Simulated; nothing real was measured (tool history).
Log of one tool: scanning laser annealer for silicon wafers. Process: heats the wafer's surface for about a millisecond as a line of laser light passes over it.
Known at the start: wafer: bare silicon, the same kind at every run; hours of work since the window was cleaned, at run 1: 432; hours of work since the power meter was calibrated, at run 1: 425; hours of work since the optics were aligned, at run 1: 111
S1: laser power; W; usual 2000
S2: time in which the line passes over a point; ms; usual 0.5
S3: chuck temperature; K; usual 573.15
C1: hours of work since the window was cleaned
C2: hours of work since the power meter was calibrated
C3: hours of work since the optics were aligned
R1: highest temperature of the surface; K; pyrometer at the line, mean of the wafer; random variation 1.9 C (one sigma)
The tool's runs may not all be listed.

run	hour	S1	S2	S3	C1	C2	C3	R1
1	0	2000	0.5	573.15	432	425	111	1345.15
# hour 27.3: window over the wafer cleaned
2	38.9	2000	0.5	573.15	8	451	136	1365.15
3	93.6	2000	0.5	573.15	45	488	174	1363.15
4	150.1	2000	0.5	573.15	84	527	213	1358.15
5	181.8	2000	0.5	559.15	106	549	234	1345.15
6	234.3	2000	0.5	559.15	142	585	270	1347.15
7	264	2000	0.5	559.15	162	605	291	1341.15
8	299.6	1720	0.5	559.15	187	629	315	1218.15
9	355	1720	0.473	559.15	225	667	353	1200.15
10	406	1720	0.473	559.15	260	702	388	1197.15
11	430.5	1720	0.473	559.15	276	719	405	1200.15
12	471.1	2000	0.5	573.15	304	747	433	1349.15
13	519.8	2000	0.5	573.15	337	780	466	1347.15
14	546.5	2000	0.5	573.15	356	799	484	1344.15
15	580.8	2000	0.5	573.15	379	822	508	1342.15
16	626.9	2000	0.5	573.15	411	854	539	1342.15
17	680	2141	0.5	573.15	447	890	576	1402.15
# hour 686: window over the wafer cleaned
18	711.4	2141	0.5	573.15	17	910	596	1419.15
# hour 720.4: optics aligned, line set to its width
19	765.8	2000	0.5	586.15	51	944	31	1363.15
20	789.5	2000	0.5	573.15	67	960	47	1348.15
21	840	1756	0.5	533.15	102	995	82	1201.15
22	862.9	1984	0.465	573.15	118	1011	98	1312.15
23	888.8	2099	0.465	580.15	136	1028	115	1367.15
24	930.2	1735	0.5	580.15	164	1057	144	1237.15
25	979.2	1733	0.594	586.15	197	1090	177	1296.15
26	1031.5	2000	0.594	575.15	233	1126	213	1405.15
# hour 1039.6: optics aligned, line set to its width, once more
27	1070.4	2000	0.594	575.15	257	1149	21	1431.15
28	1102.8	2000	0.594	575.15	279	1171	43	1427.15
29	1138.1	1996	0.594	594.15	303	1196	68	1445.15
30	1179.7	1835	0.463	573.15	331	1224	96	1261.15
31	1231.7	2000	0.5	596.15	367	1260	132	1378.15
32	1283.6	2000	0.5	596.15	403	1295	167	1380.15
33	1310.7	2000	0.5	596.15	421	1314	186	1373.15
# hour 1351.7: window over the wafer cleaned
34	1352.9	2000	0.425	596.15	1	1341	213	1336.15
35	1378	2000	0.425	596.15	18	1359	231	1335.15
36	1422.4	2000	0.514	596.15	48	1389	261	1398.15
37	1449.4	1899	0.5	573.15	67	1408	279	1320.15
38	1500.2	1973	0.353	611.15	102	1442	314	1272.15
39	1546.6	1973	0.353	611.15	134	1474	346	1275.15
40	1581.3	1973	0.353	611.15	157	1498	370	1271.15

5 ways to go on from here, each from the tool as it stands after run 40. What would each give?
A	1608	1807	0.353	560.15	176	1516	388	?
B	1608	1986	0.382	570.15	176	1516	388	?
C	1608	1976	0.579	567.15	176	1516	388	?
D	1608	2178	0.5	573.15	176	1516	388	?
E	1608	1973	0.46	557.15	176	1516	388	?

run	R1
A	1156.15
B	1260.15
C	1394.15
D	1436.15
E	1301.15
Without the tool's hidden state the same runs would have given:
run	R1
A	1161.15
B	1266.15
C	1401.15
D	1444.15
E	1308.15

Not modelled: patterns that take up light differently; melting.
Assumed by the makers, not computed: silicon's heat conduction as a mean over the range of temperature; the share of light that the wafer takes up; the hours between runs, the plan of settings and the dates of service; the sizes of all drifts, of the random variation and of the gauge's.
